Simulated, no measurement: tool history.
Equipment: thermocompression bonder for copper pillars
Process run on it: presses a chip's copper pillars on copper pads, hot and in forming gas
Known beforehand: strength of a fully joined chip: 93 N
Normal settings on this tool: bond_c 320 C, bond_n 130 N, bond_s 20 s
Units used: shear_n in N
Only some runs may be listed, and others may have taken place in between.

run,hour,bond_c,bond_n,bond_s,shear_n
1,0,320,130,20,55.3
# hour 40.7: force cell calibrated
# hour 86.1: forming gas filter changed
2,93.4,320,130,20,59.1
3,173.2,320,130,20,57.4
4,268.5,320,179,20,63.5
# hour 295.5: forming gas filter changed
5,347.7,320,130,20,60
6,412,320,130,19,57.2
# hour 502: forming gas filter changed
7,504.8,320,130,19,60.6
8,602.2,320,130,47,72
9,694.2,320,130,47,69.2
# hour 708.1: forming gas filter changed
# hour 727.8: heater calibrated with a thermocouple chip
10,781.3,320,100,20,50.1
11,838.2,320,160,20,58.9
# hour 915.1: forming gas filter changed
12,938.6,320,130,20,56.1
13,1028.2,320,130,20,55
# hour 1121.3: forming gas filter changed
14,1123.4,320,130,20,57.3
15,1208.6,320,130,20,55.3
16,1268.2,315,130,20,51.9
# hour 1324: forming gas filter changed
17,1356.1,315,130,20,54
# hour 1364.1: force cell calibrated
18,1445.9,315,130,20,56.5
# hour 1528.7: forming gas filter changed
19,1542.8,321,115,11,48.9
20,1584.8,321,115,11,47.8
21,1646.1,320,130,15,54.7
22,1707.4,297,142,32,55.3
# hour 1728.1: heater calibrated with a thermocouple chip
# hour 1736: forming gas filter changed
23,1786.3,297,142,32,53
24,1866,297,142,32,51.5
25,1936.6,297,142,32,50.8
# hour 1942.9: forming gas filter changed
26,2006.5,320,130,33,66
27,2109.8,335,106,20,58.9
# hour 2146.5: forming gas filter changed
28,2184,335,106,20,62.4
29,2254,305,161,20,53.3
30,2318,337,132,17,62.1
# hour 2348.9: forming gas filter changed
31,2405.8,300,130,17,45.7
32,2483,350,130,18,69.2
# hour 2551.9: forming gas filter changed
33,2577.1,317,130,11,49.4
34,2627.3,302,130,21,49.7
# hour 2686.7: force cell calibrated
35,2701.3,318,130,21,58.9
# hour 2727.6: heater calibrated with a thermocouple chip
# hour 2760: forming gas filter changed
36,2776,294,130,21,42.4

Here are 4 independent what-if runs from the current tool condition. What would each one return?
A,2829.3,294,127,21,?
B,2829.3,327,131,12,?
C,2829.3,320,87,20,?
D,2829.3,310,127,44,?

run,shear_n
A,40.9
B,52.2
C,48.1
D,63.6
Without the tool's hidden state the same runs would have given:
run,shear_n
A,42.8
B,54.4
C,50.1
D,66.1
